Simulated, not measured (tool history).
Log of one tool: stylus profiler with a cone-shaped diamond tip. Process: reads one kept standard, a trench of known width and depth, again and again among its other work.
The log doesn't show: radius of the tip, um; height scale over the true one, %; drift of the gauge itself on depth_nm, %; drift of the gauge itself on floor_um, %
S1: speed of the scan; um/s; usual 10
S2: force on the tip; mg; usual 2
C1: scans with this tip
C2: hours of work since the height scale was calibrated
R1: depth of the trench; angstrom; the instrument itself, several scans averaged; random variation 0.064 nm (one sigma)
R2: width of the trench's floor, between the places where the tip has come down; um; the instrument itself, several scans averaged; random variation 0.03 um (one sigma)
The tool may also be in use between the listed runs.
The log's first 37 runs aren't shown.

| run | hour | S1 | S2 | C1 | C2 | R1 | R2 |
|---|---|---|---|---|---|---|---|
| 38 | 1195.8 | 4 | 2 | 8061 | 898 | 2022.3 | 28.21 |
| 39 | 1226.7 | 4 | 2 | 8206 | 914 | 2023.9 | 28.24 |
| 40 | 1258.6 | 4 | 2 | 8357 | 931 | 2023.2 | 28.17 |
| 41 | 1289.4 | 3 | 1.59 | 8501 | 947 | 2020.1 | 28.28 |
| 42 | 1335.3 | 3 | 1.59 | 8718 | 971 | 2020.3 | 28.17 |
| 43 | 1362.2 | 5 | 3.2 | 8844 | 985 | 2032 | 28.17 |
| 44 | 1383.3 | 7 | 4.58 | 8944 | 997 | 2040.1 | 28.2 |
|  | 1406.9 | new tip fitted, height scale calibrated |
| 45 | 1417.6 | 6 | 1.19 | 51 | 6 | 2016.9 | 28.14 |
| 46 | 1437.4 | 14 | 2.09 | 144 | 16 | 2024.7 | 28.15 |
| 47 | 1474.3 | 14 | 2.09 | 318 | 35 | 2025.5 | 28.13 |
| 48 | 1504.5 | 14 | 2.09 | 460 | 51 | 2023.8 | 28.18 |

3 ways to go on from here, each from the tool as it stands after run 48. What would each give?
| A | 1533.7 | 14 | 2 | 597 | 67 | ? | ? |
| B | 1533.7 | 2 | 4.2 | 597 | 67 | ? | ? |
| C | 1533.7 | 3 | 3.58 | 597 | 67 | ? | ? |

| run | R1 | R2 |
|---|---|---|
| A | 2024.5 | 28.16 |
| B | 2038.6 | 28.24 |
| C | 2034.5 | 28.27 |
Without the tool's hidden state the same runs would have given:
| run | R1 | R2 |
|---|---|---|
| A | 2024.5 | 28.16 |
| B | 2038.6 | 28.24 |
| C | 2034.5 | 28.27 |
